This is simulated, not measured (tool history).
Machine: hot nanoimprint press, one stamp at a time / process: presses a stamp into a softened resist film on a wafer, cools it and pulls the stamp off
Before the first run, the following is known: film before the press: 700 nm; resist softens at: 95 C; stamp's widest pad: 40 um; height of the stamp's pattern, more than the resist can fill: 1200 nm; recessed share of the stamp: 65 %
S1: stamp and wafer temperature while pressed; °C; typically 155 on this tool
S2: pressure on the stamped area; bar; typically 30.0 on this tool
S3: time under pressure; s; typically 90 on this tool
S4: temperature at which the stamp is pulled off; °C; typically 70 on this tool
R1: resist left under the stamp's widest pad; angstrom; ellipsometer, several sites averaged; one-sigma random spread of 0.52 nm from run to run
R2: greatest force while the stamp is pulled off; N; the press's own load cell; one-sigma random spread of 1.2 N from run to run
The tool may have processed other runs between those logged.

| run | hour | S1 | S2 | S3 | S4 | R1 | R2 |
|---|---|---|---|---|---|---|---|
| 1 | 0.0 | 155 | 30.0 | 90 | 70 | 2651 | 143 |
| 2 | 9.1 | 155 | 30.0 | 90 | 70 | 2654 | 140 |
| 3 | 22.0 | 155 | 30.0 | 90 | 70 | 2652 | 144 |
| 4 | 34.8 | 155 | 30.0 | 90 | 70 | 2650 | 141 |
| 5 | 51.3 | 155 | 30.0 | 90 | 70 | 2639 | 141 |
| 6 | 66.0 | 155 | 30.0 | 90 | 70 | 2637 | 143 |
| 7 | 74.0 | 155 | 30.0 | 90 | 70 | 2640 | 142 |
| 8 | 83.8 | 155 | 30.0 | 90 | 70 | 2621 | 142 |
| 9 | 93.0 | 155 | 30.0 | 90 | 70 | 2634 | 141 |
| 10 | 101.9 | 155 | 30.0 | 90 | 70 | 2629 | 140 |
| 11 | 119.5 | 155 | 30.0 | 90 | 70 | 2630 | 142 |
| 12 | 132.1 | 155 | 30.0 | 90 | 70 | 2613 | 140 |
| 13 | 148.1 | 148 | 30.0 | 90 | 70 | 3466 | 141 |
| 14 | 158.1 | 148 | 30.0 | 90 | 70 | 3466 | 141 |
| 15 | 176.5 | 155 | 30.0 | 89 | 70 | 2616 | 141 |
| 16 | 192.2 | 144 | 30.0 | 48 | 57 | 4815 | 172 |
| 17 | 206.2 | 155 | 30.0 | 148 | 56 | 2107 | 177 |
| 18 | 220.1 | 155 | 30.0 | 161 | 56 | 2031 | 176 |
|  | 233.2 | stamp cleaned and given a new release coat |
| 19 | 237.3 | 152 | 30.0 | 161 | 77 | 2307 | 125 |
| 20 | 253.4 | 154 | 26.0 | 90 | 70 | 2887 | 143 |
| 21 | 265.9 | 155 | 22.1 | 65 | 70 | 3373 | 141 |
| 22 | 276.6 | 160 | 22.1 | 56 | 70 | 2989 | 142 |
| 23 | 295.8 | 160 | 22.1 | 56 | 70 | 2978 | 140 |
| 24 | 312.1 | 159 | 30.0 | 90 | 61 | 2195 | 167 |
|  | 320.5 | gauge calibrated |
| 25 | 320.5 | 159 | 30.0 | 90 | 61 | 2268 | 162 |
| 26 | 329.8 | 151 | 43.1 | 99 | 75 | 2544 | 128 |
| 27 | 342.4 | 151 | 43.1 | 99 | 75 | 2545 | 128 |
| 28 | 354.8 | 151 | 43.1 | 99 | 75 | 2543 | 129 |
| 29 | 363.3 | 146 | 21.7 | 46 | 67 | 5094 | 148 |
| 30 | 383.0 | 146 | 21.7 | 46 | 67 | 5085 | 149 |

Below are 4 alternative next runs, each starting from the tool's condition after run 30. Predict each:
| A | 397.2 | 155 | 30.0 | 90 | 61 | ? | ? |
| B | 397.2 | 146 | 21.7 | 46 | 73 | ? | ? |
| C | 397.2 | 155 | 30.0 | 90 | 61 | ? | ? |
| D | 397.2 | 166 | 30.0 | 90 | 71 | ? | ? |

| run | R1 | R2 |
|---|---|---|
| A | 2638 | 165 |
| B | 5054 | 131 |
| C | 2637 | 164 |
| D | 1722 | 141 |
With the hidden condition removed and each run's random variation left untouched, the same runs would have given:
| run | R1 | R2 |
|---|---|---|
| A | 2654 | 165 |
| B | 5086 | 131 |
| C | 2654 | 163 |
| D | 1733 | 140 |

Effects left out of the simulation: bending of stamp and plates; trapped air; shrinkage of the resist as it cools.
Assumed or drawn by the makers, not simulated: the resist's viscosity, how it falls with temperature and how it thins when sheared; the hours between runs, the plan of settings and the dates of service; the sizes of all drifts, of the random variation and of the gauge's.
